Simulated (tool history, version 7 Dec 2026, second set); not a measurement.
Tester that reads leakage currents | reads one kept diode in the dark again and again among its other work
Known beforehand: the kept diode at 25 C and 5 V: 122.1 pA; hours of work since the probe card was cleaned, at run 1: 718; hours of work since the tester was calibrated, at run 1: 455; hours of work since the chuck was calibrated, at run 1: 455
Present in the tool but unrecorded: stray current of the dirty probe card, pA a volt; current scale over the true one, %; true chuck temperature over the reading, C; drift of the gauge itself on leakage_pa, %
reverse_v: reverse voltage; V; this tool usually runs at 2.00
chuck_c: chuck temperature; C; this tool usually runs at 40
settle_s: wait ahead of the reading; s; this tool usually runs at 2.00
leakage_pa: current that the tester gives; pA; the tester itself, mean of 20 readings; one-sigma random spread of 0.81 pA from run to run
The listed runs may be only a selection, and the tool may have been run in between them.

run	hour	reverse_v	chuck_c	settle_s	hours of work since the probe card was cleaned	hours of work since the tester was calibrated	hours of work since the chuck was calibrated	leakage_pa
1	0.0	2.00	40	2.00	718	455	455	273.83
2	108.2	2.00	40	2.00	789	526	526	273.68
3	369.8	2.00	25	2.00	962	699	699	83.98
# hour 509.7: probe card cleaned and baked
4	565.2	2.00	25	2.00	37	826	826	82.98
5	753.6	2.00	25	2.00	161	951	951	83.46
6	903.0	2.00	25	2.00	260	1049	1049	83.63
7	1113.2	2.00	50	2.00	399	1188	1188	581.82
8	1223.5	2.00	50	2.00	472	1261	1261	582.92
9	1445.0	2.00	50	2.00	618	1407	1407	589.45
10	1602.3	2.00	40	0.47	722	1511	1511	282.91
11	1858.8	12.95	28	1.53	891	1681	1681	265.57
12	2087.5	12.95	28	1.53	1042	1832	1832	268.73
# hour 2111.4: probe card cleaned and baked
13	2306.3	12.95	28	1.53	129	1974	1974	259.53
# hour 2362.4: tester calibrated
# hour 2364.4: chuck's temperature calibrated
14	2426.4	18.15	28	1.35	205	41	41	290.13
15	2656.9	2.78	40	2.00	358	193	193	315.83
16	2848.5	2.78	48	1.42	484	320	320	572.59
17	2979.2	2.78	45	3.14	571	406	406	465.21
18	3208.5	2.09	35	2.00	722	558	558	192.39
19	3356.4	2.09	35	2.00	820	655	655	193.77

Predict each of these 5 candidate next runs independently; none follows another, all start after run 19:
A	3477.9	10.78	51	2.08	900	736	736	?
B	3477.9	14.73	40	2.00	900	736	736	?
C	3477.9	12.35	53	0.86	900	736	736	?
D	3477.9	2.00	40	2.00	900	736	736	?
E	3477.9	9.47	54	1.56	900	736	736	?

run	leakage_pa
A	1338.89
B	695.73
C	1650.04
D	278.47
E	1555.15
The same runs, with their run-to-run variation unchanged, on a tool lacking any hidden condition would have given:
run	leakage_pa
A	1303.52
B	669.78
C	1607.64
D	270.80
E	1516.91
